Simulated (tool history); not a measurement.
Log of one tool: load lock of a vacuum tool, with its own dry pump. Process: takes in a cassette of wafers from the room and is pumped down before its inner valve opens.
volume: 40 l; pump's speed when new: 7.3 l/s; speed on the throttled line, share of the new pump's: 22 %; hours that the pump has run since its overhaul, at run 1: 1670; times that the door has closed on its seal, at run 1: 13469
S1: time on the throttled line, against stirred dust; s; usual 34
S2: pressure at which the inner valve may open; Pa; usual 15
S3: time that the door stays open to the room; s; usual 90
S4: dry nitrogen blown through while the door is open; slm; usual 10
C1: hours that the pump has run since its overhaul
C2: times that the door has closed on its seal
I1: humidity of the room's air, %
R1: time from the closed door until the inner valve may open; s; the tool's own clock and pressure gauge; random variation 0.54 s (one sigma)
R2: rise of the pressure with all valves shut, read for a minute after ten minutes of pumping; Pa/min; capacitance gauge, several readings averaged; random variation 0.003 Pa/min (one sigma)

run	hour	S1	S2	S3	S4	C1	C2	I1	R1	R2
1	0.0	34	15	90	10	1670	13469	42.9	76.6	0.078
2	98.4	34	15	44	10	1769	13722	47.3	76.8	0.071
3	224.1	34	15	44	10	1894	14046	47.0	76.9	0.068
4	304.2	34	15	90	10	1974	14252	42.6	76.7	0.078
5	373.1	34	15	90	10	2043	14430	44.7	76.8	0.087
6	446.0	34	16	90	10	2116	14618	46.7	76.3	0.089
7	550.5	34	15	90	10	2221	14887	44.2	76.0	0.076
8	633.8	34	15	90	10	2304	15101	41.0	77.1	0.081
9	713.7	34	15	90	10	2384	15307	47.0	77.6	0.087
10	810.1	34	15	90	10	2480	15555	43.0	76.7	0.090
11	872.1	34	29	90	10	2542	15715	46.5	72.6	0.083
12	966.1	34	15	90	10	2636	15957	42.6	77.2	0.082
13	1039.1	34	15	90	10	2709	16145	44.8	77.5	0.085
14	1137.9	34	15	90	10	2808	16400	45.9	77.2	0.090
15	1212.0	34	15	90	10	2882	16591	43.4	77.1	0.087
16	1304.3	34	24	90	10	2974	16828	44.9	75.3	0.095
17	1378.7	34	24	90	10	3049	17020	47.5	74.9	0.095
18	1451.8	34	24	90	20	3122	17208	47.0	75.3	0.085
19	1545.2	34	24	90	20	3215	17449	43.5	74.2	0.083
20	1647.6	34	15	120	4	3318	17712	44.6	77.7	0.112
21	1748.0	35	15	89	10	3418	17971	44.0	79.6	0.100
22	1811.7	40	15	113	10	3482	18135	45.7	82.8	0.105
23	1920.3	40	15	113	10	3591	18415	41.9	82.7	0.095
24	2036.9	45	15	90	14	3707	18715	46.2	86.4	0.097
25	2157.3	45	22	90	14	3828	19025	41.9	84.5	0.092
26	2275.6	57	15	90	30	3946	19330	45.6	96.1	0.084
27	2366.9	64	15	106	10	4037	19565	46.7	100.9	0.100
28	2482.5	43	22	90	30	4153	19863	42.8	83.5	0.088
29	2569.1	41	18	90	10	4239	20086	44.7	82.4	0.108
30	2647.9	20	15	46	10	4318	20289	48.0	68.6	0.096
31	2728.5	26	15	198	6	4399	20497	45.2	72.0	0.133
32	2798.6	60	15	93	6	4469	20677	46.0	98.1	0.118
33	2875.7	60	15	93	6	4546	20876	46.3	98.1	0.118
34	2976.1	65	26	54	30	4646	21134	47.9	99.1	0.094
35	3066.0	65	26	54	30	4736	21366	42.3	99.9	0.093

Some steps in R1 between neighbouring runs. How much of each would the tool show without its hidden state too (settings, what came in, random variation), and how much is left for the hidden state, with any gauge scatter that isn't in both results?
The hidden state here: pump's speed, % of a new pump's; leak at the door's seal, Pa l/s; drift of the gauge itself on ready_s, %; drift of the gauge itself on rise_pa_min, %.
Run 27 -> 28: S1 64 -> 43, S2 15 -> 22, S3 106 -> 90, S4 10 -> 30. R1 -17.4 s: hidden state +0.4, all else -17.8.
Run 29 -> 30: S1 41 -> 20, S2 18 -> 15, S3 90 -> 46. R1 -13.8 s: hidden state +0.8, all else -14.6.
Run 31 -> 32: S1 26 -> 60, S3 198 -> 93. R1 +26.1 s: hidden state -0.6, all else +26.7.
